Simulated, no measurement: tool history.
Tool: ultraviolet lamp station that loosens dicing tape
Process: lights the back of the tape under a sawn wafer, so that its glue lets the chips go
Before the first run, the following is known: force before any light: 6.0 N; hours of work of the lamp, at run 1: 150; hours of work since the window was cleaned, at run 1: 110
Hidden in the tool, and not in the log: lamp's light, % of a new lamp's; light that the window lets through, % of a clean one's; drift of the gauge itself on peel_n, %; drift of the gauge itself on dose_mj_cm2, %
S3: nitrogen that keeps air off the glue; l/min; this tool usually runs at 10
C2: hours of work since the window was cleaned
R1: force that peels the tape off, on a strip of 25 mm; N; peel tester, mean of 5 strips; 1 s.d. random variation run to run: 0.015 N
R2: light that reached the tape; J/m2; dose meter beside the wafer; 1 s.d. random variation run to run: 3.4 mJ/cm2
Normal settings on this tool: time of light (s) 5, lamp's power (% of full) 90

Run 1, day 0: usual settings; hours of work of the lamp 150; C2 110. Result: R1 0.802 N, R2 4820 J/m2.
Run 2, day 0.396: usual settings but time of light (s) 3; hours of work of the lamp 156; C2 117. Result: R1 1.727 N, R2 2890 J/m2.
Run 3, day 0.929: usual settings but time of light (s) 3, lamp's power (% of full) 84; hours of work of the lamp 166; C2 126. Result: R1 1.877 N, R2 2670 J/m2.
Run 4, day 1.462: usual settings but time of light (s) 3, lamp's power (% of full) 84; hours of work of the lamp 175; C2 135. Result: R1 1.865 N, R2 2710 J/m2.
Run 5, day 2.229: usual settings but time of light (s) 3, lamp's power (% of full) 84; hours of work of the lamp 188; C2 148. Result: R1 1.882 N, R2 2660 J/m2.
Run 6, day 2.988: usual settings but time of light (s) 3, lamp's power (% of full) 84; hours of work of the lamp 201; C2 161. Result: R1 1.893 N, R2 2660 J/m2.
Run 7, day 3.696: usual settings but time of light (s) 3, lamp's power (% of full) 84; hours of work of the lamp 213; C2 173. Result: R1 1.958 N, R2 2590 J/m2.
Run 8, day 4.462: usual settings but time of light (s) 3, lamp's power (% of full) 84; hours of work of the lamp 226; C2 186. Result: R1 1.962 N, R2 2600 J/m2.
Run 9, day 4.992: usual settings but time of light (s) 3, lamp's power (% of full) 84; hours of work of the lamp 235; C2 195. Result: R1 2.01 N, R2 2600 J/m2.
At day 5.504: window cleaned of glue's vapour.
Run 10, day 5.588: usual settings; hours of work of the lamp 245; C2 1. Result: R1 0.956 N, R2 4450 J/m2.
Run 11, day 5.967: usual settings; hours of work of the lamp 251; C2 8. Result: R1 0.962 N, R2 4440 J/m2.
Run 12, day 6.433: usual settings; hours of work of the lamp 259; C2 16. Result: R1 0.999 N, R2 4450 J/m2.
Run 13, day 6.867: usual settings; hours of work of the lamp 267; C2 23. Result: R1 1.001 N, R2 4370 J/m2.
Run 14, day 7.65: usual settings; hours of work of the lamp 280; C2 37. Result: R1 1.009 N, R2 4310 J/m2.
Run 15, day 8.283: usual settings; hours of work of the lamp 291; C2 48. Result: R1 1.051 N, R2 4270 J/m2.
At day 8.775: window cleaned of glue's vapour, once more.
Run 16, day 8.846: usual settings; hours of work of the lamp 300; C2 1. Result: R1 0.855 N, R2 4850 J/m2.
Run 17, day 9.342: usual settings; hours of work of the lamp 309; C2 10. Result: R1 0.86 N, R2 4760 J/m2.
Run 18, day 10.046: usual settings but time of light (s) 2; hours of work of the lamp 321; C2 22. Result: R1 2.628 N, R2 1900 J/m2.
Run 19, day 10.442: usual settings but time of light (s) 2; hours of work of the lamp 328; C2 29. Result: R1 2.654 N, R2 1920 J/m2.
Run 20, day 11.054: usual settings but time of light (s) 2, S3 5 l/min; hours of work of the lamp 338; C2 39. Result: R1 3.165 N, R2 1860 J/m2.
Run 21, day 11.808: usual settings but time of light (s) 2, S3 5 l/min; hours of work of the lamp 351; C2 52. Result: R1 3.218 N, R2 1850 J/m2.
Run 22, day 12.417: usual settings but time of light (s) 2, S3 5 l/min; hours of work of the lamp 361; C2 62. Result: R1 3.183 N, R2 1850 J/m2.
Run 23, day 13.042: usual settings but lamp's power (% of full) 70; hours of work of the lamp 372; C2 73. Result: R1 1.328 N, R2 3580 J/m2.
Run 24, day 13.462: usual settings but lamp's power (% of full) 69; hours of work of the lamp 379; C2 80. Result: R1 1.325 N, R2 3490 J/m2.
Run 25, day 14.017: usual settings but time of light (s) 8, lamp's power (% of full) 64, S3 4 l/min; hours of work of the lamp 389; C2 90. Result: R1 1.271 N, R2 5170 J/m2.
Run 26, day 14.675: usual settings but time of light (s) 7, S3 5 l/min; hours of work of the lamp 400; C2 101. Result: R1 0.815 N, R2 6280 J/m2.
Run 27, day 15.304: usual settings but time of light (s) 7, S3 5 l/min; hours of work of the lamp 411; C2 112. Result: R1 0.826 N, R2 6280 J/m2.
Run 28, day 15.867: usual settings but time of light (s) 7, S3 5 l/min; hours of work of the lamp 420; C2 121. Result: R1 0.818 N, R2 6230 J/m2.
Run 29, day 16.367: usual settings but time of light (s) 2, lamp's power (% of full) 94, S3 5 l/min; hours of work of the lamp 429; C2 130. Result: R1 3.268 N, R2 1830 J/m2.
Run 30, day 16.946: usual settings but time of light (s) 3, lamp's power (% of full) 84, S3 9 l/min; hours of work of the lamp 439; C2 140. Result: R1 2.109 N, R2 2450 J/m2.
Run 31, day 17.725: usual settings but time of light (s) 6, lamp's power (% of full) 70; hours of work of the lamp 452; C2 153. Result: R1 1.12 N, R2 4090 J/m2.
Run 32, day 18.083: usual settings but time of light (s) 3, lamp's power (% of full) 63; hours of work of the lamp 458; C2 159. Result: R1 2.675 N, R2 1800 J/m2.
Run 33, day 18.5: usual settings but time of light (s) 9, lamp's power (% of full) 68; hours of work of the lamp 465; C2 166. Result: R1 0.607 N, R2 5840 J/m2.
Run 34, day 18.871: usual settings but time of light (s) 7, lamp's power (% of full) 68, S3 4 l/min; hours of work of the lamp 472; C2 173. Result: R1 1.535 N, R2 4480 J/m2.
Run 35, day 19.408: usual settings but time of light (s) 2, lamp's power (% of full) 96, S3 11 l/min; hours of work of the lamp 481; C2 182. Result: R1 2.763 N, R2 1810 J/m2.

Predict each of these 5 candidate next runs independently; none follows another, all start after run 35:
Run A, day 19.875: usual settings but time of light (s) 2, S3 3 l/min; hours of work of the lamp 489; C2 190. Result: R1 ?, R2 ?.
Run B, day 19.875: usual settings but time of light (s) 2, lamp's power (% of full) 68, S3 3 l/min; hours of work of the lamp 489; C2 190. Result: R1 ?, R2 ?.
Run C, day 19.875: usual settings but time of light (s) 7; hours of work of the lamp 489; C2 190. Result: R1 ?, R2 ?.
Run D, day 19.875: usual settings but time of light (s) 2, lamp's power (% of full) 100, S3 18 l/min; hours of work of the lamp 489; C2 190. Result: R1 ?, R2 ?.
Run E, day 19.875: usual settings but time of light (s) 3, lamp's power (% of full) 67; hours of work of the lamp 489; C2 190. Result: R1 ?, R2 ?.

run     R1    R2
  A  3.812  1700
  B  4.169  1270
  C  0.606  5870
  D  2.223  1880
  E  2.603  1890
What these runs would have given with no unlogged condition in the tool:
run     R1    R2
  A  3.332  2180
  B  3.763  1640
  C  0.402  7550
  D  1.705  2420
  E  2.075  2430
